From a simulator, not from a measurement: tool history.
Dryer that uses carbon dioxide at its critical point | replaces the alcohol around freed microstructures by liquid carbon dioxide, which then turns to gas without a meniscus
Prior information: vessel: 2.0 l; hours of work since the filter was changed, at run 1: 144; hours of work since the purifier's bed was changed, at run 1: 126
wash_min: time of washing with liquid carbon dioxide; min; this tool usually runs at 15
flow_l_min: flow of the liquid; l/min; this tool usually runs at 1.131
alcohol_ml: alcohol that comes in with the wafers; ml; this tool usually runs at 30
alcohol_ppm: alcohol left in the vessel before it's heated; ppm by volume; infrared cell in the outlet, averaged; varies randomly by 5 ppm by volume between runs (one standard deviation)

run,hour,wash_min,flow_l_min,alcohol_ml,hours of work since the filter was changed,hours of work since the purifier's bed was changed,alcohol_ppm
1,0.0,15,1.131,30,144,126,38
2,14.3,15,1.131,30,149,131,42
3,27.3,15,1.131,30,153,135,26
4,43.2,15,1.131,30,159,140,40
5,55.7,15,1.131,30,163,144,30
6,72.7,15,1.131,30,169,150,30
7,89.3,15,1.131,30,174,156,39
8,98.5,15,1.131,30,177,159,27
9,115.4,15,1.131,30,183,164,34
10,132.3,15,1.131,30,188,170,45
11,145.8,15,1.131,30,193,175,41
12,158.7,15,1.131,30,197,179,47
13,170.0,15,1.131,30,201,183,44
14,185.6,10,1.131,30,206,188,142
15,197.5,15,1.180,30,210,192,36
16,209.3,15,1.180,30,214,196,41
17,218.4,15,1.131,30,217,199,53
18,226.5,15,1.131,30,220,202,33
19,242.7,15,1.131,30,225,207,41
20,257.3,15,1.131,30,230,212,58
21,273.5,15,1.131,64,236,217,54
22,287.7,15,1.131,22,240,222,52
23,300.5,15,1.131,30,245,226,46
24,308.8,15,1.530,22,248,229,40
25,324.1,15,1.530,22,253,234,40
26,335.5,10,1.530,54,256,238,76
27,350.4,22,1.140,58,261,243,35
28,365.5,21,1.230,21,266,248,33
29,381.3,10,1.920,30,272,253,37
30,393.1,10,1.920,30,276,257,47
31,407.9,10,1.920,30,281,262,44
32,420.4,22,1.131,30,285,266,47
33,433.0,9,1.090,31,289,271,302
34,450.3,11,0.860,34,295,276,395
35,461.7,10,0.980,27,299,280,286
36,470.4,12,1.131,30,302,283,105
37,482.3,9,1.131,30,306,287,259
38,494.5,13,1.200,30,310,291,70
39,509.2,15,1.910,24,315,296,41
40,519.9,15,1.910,24,318,300,50
41,537.5,13,1.090,116,324,306,210
42,549.8,22,0.770,36,328,310,73
43,559.7,22,1.660,56,331,313,41
44,575.0,22,1.660,56,337,318,46
45,591.3,22,1.660,56,342,324,55
46,607.2,22,1.660,31,347,329,50

Each row is a separate what-if for the run after 46, all from the same tool condition, not one after another. Results?
A,618.4,22,1.660,89,351,333,?
B,618.4,19,0.690,22,351,333,?
C,618.4,15,0.820,30,351,333,?
D,618.4,11,1.530,26,351,333,?
E,618.4,16,1.500,62,351,333,?

run,alcohol_ppm
A,51
B,118
C,161
D,59
E,56
Had the tool no hidden state, the same runs would have come out as:
run,alcohol_ppm
A,4
B,36
C,54
D,4
E,8
